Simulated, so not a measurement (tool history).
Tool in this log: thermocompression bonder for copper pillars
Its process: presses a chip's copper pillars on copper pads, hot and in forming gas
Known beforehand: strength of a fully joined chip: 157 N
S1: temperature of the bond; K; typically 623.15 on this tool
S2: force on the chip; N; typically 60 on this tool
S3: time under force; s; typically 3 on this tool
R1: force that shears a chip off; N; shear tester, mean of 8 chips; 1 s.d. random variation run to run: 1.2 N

run 1 hour=0 | S1=623.15 S2=60 S3=3 | R1=100.8
run 2 hour=6.9 | S1=623.15 S2=60 S3=3 | R1=99.9
run 3 hour=17.4 | S1=623.15 S2=60 S3=3 | R1=98.3
run 4 hour=23.9 | S1=625.15 S2=60 S3=3 | R1=96.6
run 5 hour=32.4 | S1=642.15 S2=60 S3=3 | R1=112
run 6 hour=42.8 | S1=642.15 S2=60 S3=3 | R1=111.2
run 7 hour=53.6 | S1=623.15 S2=61 S3=3 | R1=98.1
run 8 hour=62.8 | S1=623.15 S2=61 S3=3 | R1=99.4
run 9 hour=74.5 | S1=623.15 S2=61 S3=3 | R1=97.7
run 10 hour=83.4 | S1=637.15 S2=52 S3=3 | R1=99.1
run 11 hour=92.2 | S1=637.15 S2=52 S3=3 | R1=97.8
run 12 hour=103.8 | S1=637.15 S2=52 S3=5 | R1=111.1
run 13 hour=115.8 | S1=637.15 S2=52 S3=5 | R1=110.6
run 14 hour=121.8 | S1=637.15 S2=52 S3=5 | R1=109.8
run 15 hour=128.8 | S1=609.15 S2=52 S3=5 | R1=88.4
run 16 hour=136.4 | S1=609.15 S2=52 S3=5 | R1=87.4

Table of differences, measured result less the result of that run with no hidden state. Run-to-run variation is the same in both. Gauge scatter possibly is not:
What the log doesn't record here: true temperature of the bond over the reading, C; force that reaches the chip, % of what is set; oxide that the forming gas leaves, % of the face; drift of the gauge itself on shear_n, %.
run=1 R1=-7.7
run=2 R1=-7.9
run=3 R1=-8.2
run=4 R1=-8.3
run=5 R1=-8.1
run=6 R1=-8.5
run=7 R1=-9.6
run=8 R1=-10
run=9 R1=-10.3
run=10 R1=-10.4
run=11 R1=-10.6
run=12 R1=-11
run=13 R1=-11.5
run=14 R1=-11.6
run=15 R1=-12.4
run=16 R1=-12.5
